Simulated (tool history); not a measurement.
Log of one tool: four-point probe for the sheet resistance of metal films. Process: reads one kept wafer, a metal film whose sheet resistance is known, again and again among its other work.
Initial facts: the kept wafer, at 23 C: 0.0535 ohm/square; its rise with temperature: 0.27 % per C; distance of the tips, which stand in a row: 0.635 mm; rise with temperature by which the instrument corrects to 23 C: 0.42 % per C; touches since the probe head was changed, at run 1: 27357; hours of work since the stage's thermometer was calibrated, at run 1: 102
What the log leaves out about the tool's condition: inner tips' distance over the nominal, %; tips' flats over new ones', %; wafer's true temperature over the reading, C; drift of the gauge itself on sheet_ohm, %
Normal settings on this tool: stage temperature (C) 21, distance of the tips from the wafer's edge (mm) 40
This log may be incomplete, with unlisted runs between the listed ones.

| run | hour | stage temperature (C) | distance of the tips from the wafer's edge (mm) | touches since the probe head was changed | hours of work since the stage's thermometer was calibrated | sheet resistance as the instrument gives it (ohm/square) |
|---|---|---|---|---|---|---|
| 1 | 0 | 21 | 40 | 27357 | 102 | 0.053839 |
| 2 | 62.5 | 21 | 40 | 28541 | 147 | 0.053827 |
| 3 | 117.3 | 21 | 40 | 29577 | 187 | 0.053828 |
| 4 | 174.7 | 21 | 40 | 30664 | 228 | 0.053827 |
| 5 | 269 | 21 | 4 | 32447 | 296 | 0.054543 |
| 6 | 364.5 | 21 | 68 | 34254 | 365 | 0.053837 |
| 7 | 448.5 | 21 | 68 | 35843 | 425 | 0.053832 |
| 8 | 494.8 | 22 | 68 | 36720 | 459 | 0.053774 |
| 9 | 592.6 | 22 | 6 | 38570 | 529 | 0.054092 |
| 10 | 660.2 | 22 | 3 | 39850 | 578 | 0.055029 |
| 11 | 726 | 21 | 40 | 41094 | 625 | 0.053864 |
| 12 | 796.6 | 21 | 40 | 42431 | 676 | 0.053867 |
| 13 | 881 | 21 | 40 | 44027 | 737 | 0.053866 |
| 14 | 948.8 | 29 | 40 | 45310 | 786 | 0.053258 |
| 15 | 1001 | 21 | 40 | 46298 | 823 | 0.053881 |
| 16 | 1044.5 | 21 | 4 | 47121 | 855 | 0.054595 |
| 17 | 1109.3 | 21 | 4 | 48347 | 902 | 0.054597 |
| 18 | 1169.8 | 21 | 4 | 49491 | 945 | 0.054602 |
| 19 | 1221.5 | 26 | 4 | 50470 | 982 | 0.0542 |
| 20 | 1281.5 | 26 | 4 | 51605 | 1026 | 0.054211 |
| 21 | 1354.7 | 26 | 4 | 52989 | 1078 | 0.054225 |
| 22 | 1409.8 | 26 | 4 | 54033 | 1118 | 0.054218 |
| 23 | 1455.9 | 26 | 4 | 54904 | 1151 | 0.054205 |
| 24 | 1548.5 | 26 | 4 | 56657 | 1218 | 0.054242 |
| 25 | 1613.6 | 23 | 48 | 57889 | 1265 | 0.053735 |
| 26 | 1668.6 | 23 | 16 | 58929 | 1305 | 0.053777 |
| 27 | 1760.6 | 30 | 4 | 60670 | 1371 | 0.053937 |
| 28 | 1828.3 | 20 | 27 | 61951 | 1420 | 0.053996 |
| 29 | 1915.3 | 20 | 27 | 63596 | 1482 | 0.05399 |
| 30 | 1997.4 | 28 | 52 | 65150 | 1542 | 0.053403 |
| 31 | 2086.1 | 20 | 43 | 66828 | 1605 | 0.054016 |
| 32 | 2169.8 | 20 | 43 | 68412 | 1666 | 0.054012 |
| 33 | 2222.1 | 20 | 43 | 69402 | 1703 | 0.054005 |
| 34 | 2270.9 | 26 | 4 | 70325 | 1739 | 0.054275 |
| 35 | 2365.3 | 19 | 52 | 72112 | 1807 | 0.054117 |
| 36 | 2420.9 | 30 | 22 | 73163 | 1847 | 0.05328 |
| 37 | 2516.7 | 30 | 22 | 74977 | 1916 | 0.053294 |
| 38 | 2610.5 | 31 | 22 | 76750 | 1983 | 0.053218 |
| 39 | 2690.9 | 29 | 67 | 78273 | 2041 | 0.053361 |
| 40 | 2767.1 | 21 | 12 | 79713 | 2096 | 0.054028 |
| 41 | 2854.1 | 20 | 21 | 81360 | 2159 | 0.054071 |
| 42 | 2952 | 22 | 53 | 83213 | 2230 | 0.053881 |
| 43 | 3008.6 | 22 | 53 | 84284 | 2270 | 0.053886 |
|  | 3047 | stage's thermometer calibrated |
| 44 | 3061.8 | 26 | 11 | 85280 | 11 | 0.053582 |
| 45 | 3157.4 | 31 | 35 | 87089 | 80 | 0.053138 |

Take each entry between the runs: how does the hidden state at the last listed run before it differ from the hidden state at the first listed run after it?
Run 43 -> run 44: stage's thermometer calibrated (hour 3047)
  inner tips' distance over the nominal, %: 0.38 -> 0.382; wafer's true temperature over the reading, C: 0.62 -> -0.04
  difference, measured minus the result without the unlogged condition, sheet resistance as the instrument gives it (ohm/square): +0.000312 -> +0.000215
